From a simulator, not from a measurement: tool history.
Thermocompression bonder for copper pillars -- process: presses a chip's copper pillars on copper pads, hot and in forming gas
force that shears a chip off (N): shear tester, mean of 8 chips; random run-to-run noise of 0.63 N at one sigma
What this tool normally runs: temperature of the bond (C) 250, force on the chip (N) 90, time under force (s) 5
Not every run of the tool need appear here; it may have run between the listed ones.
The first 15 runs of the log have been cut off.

run    hour  temperature of the bond (C)  force on the chip (N)  time under force (s)  hours of work since the heater was calibrated  hours of work since the force cell was calibrated  hours of work since the gas filter was changed  force that shears a chip off (N)
 16   596.6                          252                     90                     5                                            257                                                501                                              32                              41.5
 17   638.2                          252                     90                     5                                            279                                                522                                              53                              41.1
 18   698.2                          252                     90                     5                                            310                                                553                                              84                              41.1
 19   758.1                          252                     90                    11                                            340                                                584                                             115                              55.0
 20   790.2                          252                     90                    11                                            357                                                601                                             131                              54.0
 21   817.4                          252                     90                    11                                            371                                                615                                             145                              54.7
 22   845.8                          231                    101                     5                                            386                                                629                                             160                              34.6
 23   876.2                          273                    101                     5                                            401                                                645                                             176                              55.8
 24   906.5                          250                    113                     5                                            417                                                661                                             191                              47.7
 25   936.2                          250                    113                     5                                            432                                                676                                             207                              47.0
 26   971.0                          250                    113                     5                                            450                                                694                                             225                              46.5
 27  1026.8                          228                     79                     5                                            479                                                723                                             253                              26.1
     1080.7  -- forming gas filter changed
 28  1084.7                          276                    101                     9                                            509                                                752                                               2                              74.7
     1101.6  -- heater calibrated with a thermocouple chip
 29  1124.8                          243                     75                     3                                             12                                                772                                              22                              24.2
 30  1165.1                          254                     79                     3                                             33                                                793                                              42                              29.2
 31  1214.9                          254                     79                     3                                             58                                                818                                              68                              29.7
 32  1258.1                          254                     79                     3                                             81                                                841                                              90                              29.2

Run 33 is up next; what results do you expect?
 33  1299.1                          275                    113                     6                                            102                                                862                                             112                                 ?

{"run 33": {"force that shears a chip off (N)": 60.2}}
With the hidden condition absent and the run-to-run variation left alone, this run would have shown force that shears a chip off (N) 62.7.
